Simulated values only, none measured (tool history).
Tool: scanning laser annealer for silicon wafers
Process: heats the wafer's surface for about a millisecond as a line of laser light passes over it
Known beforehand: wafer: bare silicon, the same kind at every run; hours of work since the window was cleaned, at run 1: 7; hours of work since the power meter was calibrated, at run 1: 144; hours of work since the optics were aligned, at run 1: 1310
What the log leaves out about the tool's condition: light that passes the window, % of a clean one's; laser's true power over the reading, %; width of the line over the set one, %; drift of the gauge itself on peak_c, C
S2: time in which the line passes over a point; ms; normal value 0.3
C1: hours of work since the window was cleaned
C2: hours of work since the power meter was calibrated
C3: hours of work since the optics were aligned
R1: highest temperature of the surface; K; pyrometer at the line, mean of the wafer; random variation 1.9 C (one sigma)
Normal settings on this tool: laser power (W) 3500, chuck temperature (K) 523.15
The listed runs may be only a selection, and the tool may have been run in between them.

{"run": 1, "hour": 0.0, "laser power (W)": 3500, "S2": 0.3, "chuck temperature (K)": 523.15, "C1": 7, "C2": 144, "C3": 1310, "R1": 1338.15}
{"run": 2, "hour": 4.4, "laser power (W)": 3500, "S2": 0.3, "chuck temperature (K)": 523.15, "C1": 10, "C2": 147, "C3": 1313, "R1": 1338.15}
{"run": 3, "hour": 8.8, "laser power (W)": 3500, "S2": 0.3, "chuck temperature (K)": 523.15, "C1": 13, "C2": 149, "C3": 1316, "R1": 1339.15}
{"run": 4, "hour": 13.9, "laser power (W)": 3500, "S2": 0.3, "chuck temperature (K)": 523.15, "C1": 16, "C2": 153, "C3": 1319, "R1": 1340.15}
{"run": 5, "hour": 19.5, "laser power (W)": 3542, "S2": 0.3, "chuck temperature (K)": 523.15, "C1": 20, "C2": 156, "C3": 1323, "R1": 1350.15}
{"run": 6, "hour": 25.8, "laser power (W)": 3500, "S2": 0.3, "chuck temperature (K)": 523.15, "C1": 24, "C2": 160, "C3": 1327, "R1": 1338.15}
{"run": 7, "hour": 29.8, "laser power (W)": 3500, "S2": 0.3, "chuck temperature (K)": 538.15, "C1": 26, "C2": 163, "C3": 1330, "R1": 1350.15}
{"run": 8, "hour": 34.3, "laser power (W)": 3500, "S2": 0.3, "chuck temperature (K)": 538.15, "C1": 29, "C2": 166, "C3": 1333, "R1": 1355.15}
{"run": 9, "hour": 42.1, "laser power (W)": 3500, "S2": 0.3, "chuck temperature (K)": 538.15, "C1": 34, "C2": 171, "C3": 1338, "R1": 1354.15}
{"run": 10, "hour": 48.5, "laser power (W)": 3500, "S2": 0.3, "chuck temperature (K)": 538.15, "C1": 39, "C2": 175, "C3": 1342, "R1": 1351.15}
{"run": 11, "hour": 53.8, "laser power (W)": 3500, "S2": 0.3, "chuck temperature (K)": 538.15, "C1": 42, "C2": 178, "C3": 1345, "R1": 1351.15}
{"run": 12, "hour": 61.2, "laser power (W)": 3500, "S2": 0.238, "chuck temperature (K)": 523.15, "C1": 47, "C2": 183, "C3": 1350, "R1": 1253.15}
{"run": 13, "hour": 68.8, "laser power (W)": 3500, "S2": 0.238, "chuck temperature (K)": 523.15, "C1": 52, "C2": 188, "C3": 1355, "R1": 1258.15}
{"run": 14, "hour": 77.9, "laser power (W)": 3217, "S2": 0.318, "chuck temperature (K)": 547.15, "C1": 57, "C2": 194, "C3": 1361, "R1": 1301.15}
{"run": 15, "hour": 82.0, "laser power (W)": 2985, "S2": 0.25, "chuck temperature (K)": 498.15, "C1": 60, "C2": 197, "C3": 1363, "R1": 1114.15}
{"run": 16, "hour": 91.4, "laser power (W)": 3465, "S2": 0.25, "chuck temperature (K)": 512.15, "C1": 66, "C2": 203, "C3": 1369, "R1": 1251.15}
{"run": 17, "hour": 98.3, "laser power (W)": 3465, "S2": 0.25, "chuck temperature (K)": 512.15, "C1": 71, "C2": 207, "C3": 1374, "R1": 1252.15}
{"run": 18, "hour": 106.2, "laser power (W)": 3500, "S2": 0.241, "chuck temperature (K)": 519.15, "C1": 76, "C2": 212, "C3": 1379, "R1": 1254.15}
{"run": 19, "hour": 111.7, "laser power (W)": 3500, "S2": 0.241, "chuck temperature (K)": 519.15, "C1": 79, "C2": 216, "C3": 1382, "R1": 1248.15}
{"run": 20, "hour": 116.5, "laser power (W)": 3500, "S2": 0.241, "chuck temperature (K)": 519.15, "C1": 82, "C2": 219, "C3": 1386, "R1": 1251.15}
{"run": 21, "hour": 122.2, "laser power (W)": 3479, "S2": 0.22, "chuck temperature (K)": 496.15, "C1": 86, "C2": 223, "C3": 1389, "R1": 1195.15}
{"run": 22, "hour": 129.0, "laser power (W)": 3479, "S2": 0.22, "chuck temperature (K)": 496.15, "C1": 90, "C2": 227, "C3": 1394, "R1": 1195.15}
{"run": 23, "hour": 135.8, "laser power (W)": 3479, "S2": 0.22, "chuck temperature (K)": 496.15, "C1": 95, "C2": 231, "C3": 1398, "R1": 1196.15}
{"run": 24, "hour": 141.9, "laser power (W)": 3479, "S2": 0.22, "chuck temperature (K)": 496.15, "C1": 99, "C2": 235, "C3": 1402, "R1": 1194.15}
{"run": 25, "hour": 145.7, "laser power (W)": 3385, "S2": 0.223, "chuck temperature (K)": 523.15, "C1": 101, "C2": 238, "C3": 1404, "R1": 1201.15}
{"run": 26, "hour": 151.7, "laser power (W)": 3798, "S2": 0.255, "chuck temperature (K)": 509.15, "C1": 105, "C2": 242, "C3": 1408, "R1": 1343.15}

5 options for the next run, each taken on its own from the tool as it stands now. Forecast them:
{"run": "A", "hour": 156.2, "laser power (W)": 3500, "S2": 0.3, "chuck temperature (K)": 503.15, "C1": 108, "C2": 244, "C3": 1411, "R1": "?"}
{"run": "B", "hour": 156.2, "laser power (W)": 3793, "S2": 0.255, "chuck temperature (K)": 509.15, "C1": 108, "C2": 244, "C3": 1411, "R1": "?"}
{"run": "C", "hour": 156.2, "laser power (W)": 3266, "S2": 0.255, "chuck temperature (K)": 509.15, "C1": 108, "C2": 244, "C3": 1411, "R1": "?"}
{"run": "D", "hour": 156.2, "laser power (W)": 3079, "S2": 0.347, "chuck temperature (K)": 562.15, "C1": 108, "C2": 244, "C3": 1411, "R1": "?"}
{"run": "E", "hour": 156.2, "laser power (W)": 3287, "S2": 0.252, "chuck temperature (K)": 539.15, "C1": 108, "C2": 244, "C3": 1411, "R1": "?"}

run=A R1=1315.15
run=B R1=1342.15
run=C R1=1204.15
run=D R1=1302.15
run=E R1=1228.15
Take away the tool's hidden state, keep each run's random variation, and the runs would have read:
run=A R1=1344.15
run=B R1=1372.15
run=C R1=1228.15
run=D R1=1329.15
run=E R1=1252.15
